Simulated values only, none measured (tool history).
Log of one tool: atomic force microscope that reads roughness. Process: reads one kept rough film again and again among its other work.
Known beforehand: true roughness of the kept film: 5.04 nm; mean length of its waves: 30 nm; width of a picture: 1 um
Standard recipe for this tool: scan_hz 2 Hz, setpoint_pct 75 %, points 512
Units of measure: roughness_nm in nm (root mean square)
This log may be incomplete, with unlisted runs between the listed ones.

run	hour	scan_hz	setpoint_pct	points	roughness_nm
1	0	2	75	512	3.751
2	10.1	2	75	512	3.77
3	33.7	2	66	512	3.883
4	53.4	2	66	512	3.899
5	68.1	2.08	66	512	3.921
6	83.9	2.08	66	512	3.907
# hour 102.5: new tip fitted
7	107.9	2.08	66	512	3.916
8	121.2	2.08	66	512	3.897
9	140.5	2	75	512	3.779
10	159	2	75	512	3.771
11	174	2	75	512	3.782
12	185.7	2	75	672	3.784
13	202.4	2	75	672	3.796
14	218	2	73	672	3.791
15	229	2	73	672	3.824
16	247.8	2	73	672	3.806
17	262.3	2	73	672	3.826
18	275	2	73	672	3.816
19	291.4	2	66	512	3.868
20	302.3	2	57	512	3.955
21	319.3	2	57	512	3.967
22	331.3	2	57	512	3.975
23	354.3	2	57	512	3.946
# hour 361: new tip fitted
24	369	3.29	77	661	3.545
25	392.4	1.84	83	586	3.701
26	403.9	1.84	59	617	3.958
27	421.2	1.84	59	617	3.995
28	431.5	2.87	80	313	3.516
29	453.7	2.87	80	313	3.514

What does the tool deliver on the next run?
30	468.1	0.64	63	395	?

Run 30 produced roughness_nm 4.01 nm (root mean square).
Had the tool carried no hidden state, the very same run would have given roughness_nm 4.019 nm (root mean square).

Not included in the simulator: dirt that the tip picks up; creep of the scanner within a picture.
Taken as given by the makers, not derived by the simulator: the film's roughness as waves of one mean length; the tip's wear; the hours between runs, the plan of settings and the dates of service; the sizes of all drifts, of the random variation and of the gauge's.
